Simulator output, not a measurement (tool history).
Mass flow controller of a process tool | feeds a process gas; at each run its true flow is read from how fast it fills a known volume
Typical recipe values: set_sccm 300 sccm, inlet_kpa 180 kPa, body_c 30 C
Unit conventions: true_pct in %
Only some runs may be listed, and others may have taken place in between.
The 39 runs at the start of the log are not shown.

| run | hour | set_sccm | inlet_kpa | body_c | hours of work since the controller was set to zero | hours of work since the controller was changed | true_pct |
|---|---|---|---|---|---|---|---|
| 40 | 7778.6 | 901 | 155 | 30 | 452 | 4311 | 102.63 |
| 41 | 8002.0 | 901 | 155 | 30 | 627 | 4486 | 102.70 |
| 42 | 8154.3 | 901 | 155 | 30 | 747 | 4606 | 102.80 |
| 43 | 8426.0 | 808 | 180 | 30 | 960 | 4819 | 102.87 |
| 44 | 8546.5 | 300 | 235 | 30 | 1054 | 4913 | 102.01 |
| 45 | 8734.2 | 300 | 157 | 22 | 1201 | 5060 | 101.48 |
| 46 | 8982.1 | 300 | 157 | 22 | 1395 | 5255 | 101.55 |
|  | 9041.5 | controller exchanged for a calibrated one |
| 47 | 9208.2 | 202 | 162 | 39 | 131 | 131 | 98.29 |

Alternative continuations, all from the tool just after run 47; predict every row:
| A | 9493.1 | 122 | 200 | 39 | 354 | 354 | ? |
| B | 9493.1 | 300 | 156 | 32 | 354 | 354 | ? |
| C | 9493.1 | 202 | 162 | 30 | 354 | 354 | ? |

| run | true_pct |
|---|---|
| A | 98.07 |
| B | 98.63 |
| C | 98.12 |
What these runs would have given with no unlogged condition in the tool:
| run | true_pct |
|---|---|
| A | 98.53 |
| B | 98.64 |
| C | 98.28 |
